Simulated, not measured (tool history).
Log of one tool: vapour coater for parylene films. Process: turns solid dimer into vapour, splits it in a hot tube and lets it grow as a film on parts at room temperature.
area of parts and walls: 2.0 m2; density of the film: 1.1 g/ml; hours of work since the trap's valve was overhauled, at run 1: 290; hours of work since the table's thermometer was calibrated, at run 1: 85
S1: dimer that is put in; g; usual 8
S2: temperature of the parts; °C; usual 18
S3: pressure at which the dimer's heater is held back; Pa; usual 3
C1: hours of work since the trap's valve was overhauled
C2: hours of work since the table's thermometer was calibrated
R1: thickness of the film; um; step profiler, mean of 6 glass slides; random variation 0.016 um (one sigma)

run	day	S1	S2	S3	C1	C2	R1
1	0	8	18	3	290	85	2.59
2	0.742	8	18	3	297	93	2.6
3	2.092	8	18	3	311	106	2.59
4	3.567	9	18	3	326	121	2.9
5	5	9	18	3	340	135	2.9
6	5.846	8	18	3	349	144	2.57
7	7.154	8	18	3	362	157	2.6
8	8.133	3	18	3	372	167	0.96
9	8.992	3	18	3	381	176	0.99
10	9.962	8	14	3	390	186	2.82
11	11.271	3	23	4.14	404	199	0.84
12	12.367	3	22	5.81	415	210	0.85
13	13	7	15	3.3	421	216	2.42
14	13.862	7	15	3.3	430	225	2.4
15	14.571	7	15	3.3	437	232	2.37
16	15.758	7	15	3.3	449	244	2.42
17	17.079	7	15	11.73	462	257	2.26
18	18.196	13	18	10.12	473	269	3.96
19	19.1	11	17	6.56	483	278	3.5

Forecast each of these 5 alternatives for the next run:
A	20.3	6	13	3	495	290	?
B	20.3	9	18	3	495	290	?
C	20.3	3	29	3	495	290	?
D	20.3	8	27	3	495	290	?
E	20.3	6	18	2.2	495	290	?

run	R1
A	2.15
B	2.89
C	0.75
D	2.11
E	1.96
Without the tool's hidden state the same runs would have given:
run	R1
A	2.16
B	2.9
C	0.76
D	2.11
E	1.96

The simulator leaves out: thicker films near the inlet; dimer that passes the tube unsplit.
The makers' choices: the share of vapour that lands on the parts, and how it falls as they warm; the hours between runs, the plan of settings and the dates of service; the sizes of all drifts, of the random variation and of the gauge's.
